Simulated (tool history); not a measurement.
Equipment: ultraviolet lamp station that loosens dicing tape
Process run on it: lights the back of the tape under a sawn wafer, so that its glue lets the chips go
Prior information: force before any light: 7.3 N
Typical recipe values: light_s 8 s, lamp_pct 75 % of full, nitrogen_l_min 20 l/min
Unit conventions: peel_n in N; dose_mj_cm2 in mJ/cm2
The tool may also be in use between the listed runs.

| run | hour | light_s | lamp_pct | nitrogen_l_min | peel_n | dose_mj_cm2 |
|---|---|---|---|---|---|---|
| 1 | 0.0 | 8 | 75 | 20 | 0.215 | 457 |
| 2 | 65.7 | 5 | 75 | 20 | 0.575 | 283 |
| 3 | 122.8 | 8 | 75 | 20 | 0.204 | 459 |
| 4 | 188.9 | 8 | 75 | 20 | 0.208 | 460 |
| 5 | 258.0 | 8 | 75 | 13 | 0.307 | 454 |
| 6 | 306.9 | 8 | 75 | 13 | 0.316 | 456 |
| 7 | 358.1 | 8 | 71 | 20 | 0.232 | 428 |
|  | 369.7 | window cleaned of glue's vapour |
| 8 | 415.5 | 8 | 71 | 20 | 0.242 | 430 |
|  | 452.1 | lamp changed |
| 9 | 456.2 | 8 | 71 | 20 | 0.232 | 430 |
| 10 | 513.4 | 9 | 71 | 20 | 0.173 | 489 |
| 11 | 571.2 | 8 | 76 | 20 | 0.191 | 462 |
| 12 | 608.5 | 10 | 76 | 20 | 0.145 | 581 |
| 13 | 645.9 | 10 | 76 | 20 | 0.139 | 578 |
| 14 | 715.6 | 10 | 93 | 20 | 0.112 | 706 |
|  | 742.0 | window cleaned of glue's vapour |
| 15 | 758.8 | 10 | 93 | 20 | 0.122 | 700 |

Run 16 comes next. What will it give?
| 16 | 807.1 | 10 | 93 | 20 | ? | ? |

{"run 16": {"peel_n": 0.115, "dose_mj_cm2": 707}}
With no hidden state in the tool, this same run would have given peel_n 0.115 N, dose_mj_cm2 708 mJ/cm2.
